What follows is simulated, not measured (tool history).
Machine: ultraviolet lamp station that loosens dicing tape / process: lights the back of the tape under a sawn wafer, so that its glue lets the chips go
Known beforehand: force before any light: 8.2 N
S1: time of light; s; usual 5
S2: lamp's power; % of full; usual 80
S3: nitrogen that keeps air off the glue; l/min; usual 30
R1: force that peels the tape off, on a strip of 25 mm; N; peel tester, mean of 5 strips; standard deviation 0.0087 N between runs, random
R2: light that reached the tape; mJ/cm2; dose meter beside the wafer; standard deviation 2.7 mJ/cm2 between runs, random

{"run": 1, "hour": 0.0, "S1": 5, "S2": 80, "S3": 30, "R1": 0.722, "R2": 266}
{"run": 2, "hour": 13.8, "S1": 5, "S2": 80, "S3": 19, "R1": 0.957, "R2": 263}
{"run": 3, "hour": 39.9, "S1": 5, "S2": 67, "S3": 19, "R1": 1.376, "R2": 218}
{"hour": 57.9, "done": "window cleaned of glue's vapour"}
{"run": 4, "hour": 68.7, "S1": 5, "S2": 67, "S3": 19, "R1": 1.029, "R2": 260}
{"run": 5, "hour": 85.6, "S1": 5, "S2": 80, "S3": 30, "R1": 0.526, "R2": 302}
{"run": 6, "hour": 111.4, "S1": 5, "S2": 80, "S3": 30, "R1": 0.557, "R2": 297}
{"run": 7, "hour": 135.3, "S1": 5, "S2": 80, "S3": 30, "R1": 0.574, "R2": 299}
{"run": 8, "hour": 155.7, "S1": 5, "S2": 80, "S3": 30, "R1": 0.609, "R2": 298}
{"run": 9, "hour": 171.1, "S1": 5, "S2": 80, "S3": 30, "R1": 0.589, "R2": 290}
{"run": 10, "hour": 193.5, "S1": 5, "S2": 95, "S3": 30, "R1": 0.402, "R2": 348}
{"run": 11, "hour": 206.5, "S1": 5, "S2": 65, "S3": 30, "R1": 0.949, "R2": 231}
{"run": 12, "hour": 228.4, "S1": 5, "S2": 65, "S3": 30, "R1": 0.946, "R2": 228}
{"run": 13, "hour": 244.7, "S1": 5, "S2": 65, "S3": 30, "R1": 1.018, "R2": 228}
{"run": 14, "hour": 260.6, "S1": 5, "S2": 95, "S3": 30, "R1": 0.43, "R2": 328}
{"run": 15, "hour": 274.3, "S1": 5, "S2": 80, "S3": 30, "R1": 0.65, "R2": 278}
{"run": 16, "hour": 291.1, "S1": 5, "S2": 80, "S3": 30, "R1": 0.652, "R2": 272}
{"run": 17, "hour": 315.6, "S1": 5, "S2": 80, "S3": 30, "R1": 0.677, "R2": 272}
{"run": 18, "hour": 334.7, "S1": 5, "S2": 80, "S3": 30, "R1": 0.683, "R2": 267}
{"run": 19, "hour": 350.0, "S1": 5, "S2": 80, "S3": 30, "R1": 0.73, "R2": 266}
{"run": 20, "hour": 380.6, "S1": 5, "S2": 80, "S3": 30, "R1": 0.726, "R2": 261}
{"run": 21, "hour": 411.0, "S1": 5, "S2": 80, "S3": 30, "R1": 0.755, "R2": 259}
{"run": 22, "hour": 434.6, "S1": 5, "S2": 80, "S3": 14, "R1": 1.282, "R2": 254}
{"run": 23, "hour": 457.8, "S1": 3, "S2": 94, "S3": 46, "R1": 1.272, "R2": 182}
{"run": 24, "hour": 473.4, "S1": 3, "S2": 80, "S3": 29, "R1": 1.915, "R2": 150}
{"run": 25, "hour": 491.7, "S1": 6, "S2": 64, "S3": 14, "R1": 1.483, "R2": 236}
{"run": 26, "hour": 510.2, "S1": 6, "S2": 61, "S3": 14, "R1": 1.558, "R2": 224}
{"run": 27, "hour": 537.6, "S1": 6, "S2": 61, "S3": 14, "R1": 1.609, "R2": 221}
{"run": 28, "hour": 565.1, "S1": 6, "S2": 61, "S3": 14, "R1": 1.669, "R2": 215}
{"run": 29, "hour": 583.3, "S1": 9, "S2": 80, "S3": 9, "R1": 0.612, "R2": 429}
{"run": 30, "hour": 597.7, "S1": 5, "S2": 70, "S3": 14, "R1": 1.821, "R2": 211}
{"run": 31, "hour": 619.1, "S1": 5, "S2": 70, "S3": 14, "R1": 1.847, "R2": 205}
{"run": 32, "hour": 631.9, "S1": 2, "S2": 80, "S3": 10, "R1": 4.55, "R2": 92}
{"hour": 645.4, "done": "window cleaned of glue's vapour"}
{"run": 33, "hour": 648.4, "S1": 2, "S2": 80, "S3": 10, "R1": 3.896, "R2": 113}
{"run": 34, "hour": 674.8, "S1": 2, "S2": 96, "S3": 15, "R1": 3.095, "R2": 128}
{"run": 35, "hour": 690.4, "S1": 2, "S2": 96, "S3": 15, "R1": 3.079, "R2": 131}
{"run": 36, "hour": 704.2, "S1": 3, "S2": 63, "S3": 15, "R1": 3.128, "R2": 124}
{"run": 37, "hour": 728.0, "S1": 2, "S2": 80, "S3": 13, "R1": 3.689, "R2": 105}
{"run": 38, "hour": 752.1, "S1": 2, "S2": 88, "S3": 12, "R1": 3.653, "R2": 117}
{"run": 39, "hour": 768.3, "S1": 2, "S2": 88, "S3": 30, "R1": 2.788, "R2": 113}
{"run": 40, "hour": 785.0, "S1": 2, "S2": 88, "S3": 30, "R1": 2.729, "R2": 116}
{"run": 41, "hour": 809.3, "S1": 5, "S2": 80, "S3": 22, "R1": 0.959, "R2": 254}
{"run": 42, "hour": 835.3, "S1": 8, "S2": 62, "S3": 45, "R1": 0.375, "R2": 313}
{"run": 43, "hour": 866.6, "S1": 8, "S2": 62, "S3": 45, "R1": 0.412, "R2": 306}

4 options for the next run, each taken on its own from the tool as it stands now. Forecast them:
{"run": "A", "hour": 881.4, "S1": 6, "S2": 72, "S3": 15, "R1": "?", "R2": "?"}
{"run": "B", "hour": 881.4, "S1": 8, "S2": 79, "S3": 16, "R1": "?", "R2": "?"}
{"run": "C", "hour": 881.4, "S1": 9, "S2": 62, "S3": 45, "R1": "?", "R2": "?"}
{"run": "D", "hour": 881.4, "S1": 5, "S2": 60, "S3": 32, "R1": "?", "R2": "?"}

run=A R1=1.148 R2=265
run=B R1=0.499 R2=383
run=C R1=0.316 R2=347
run=D R1=1.404 R2=188
With no hidden state in the tool, these same runs would have given:
run=A R1=0.513 R2=391
run=B R1=0.219 R2=568
run=C R1=0.167 R2=510
run=D R1=0.657 R2=277
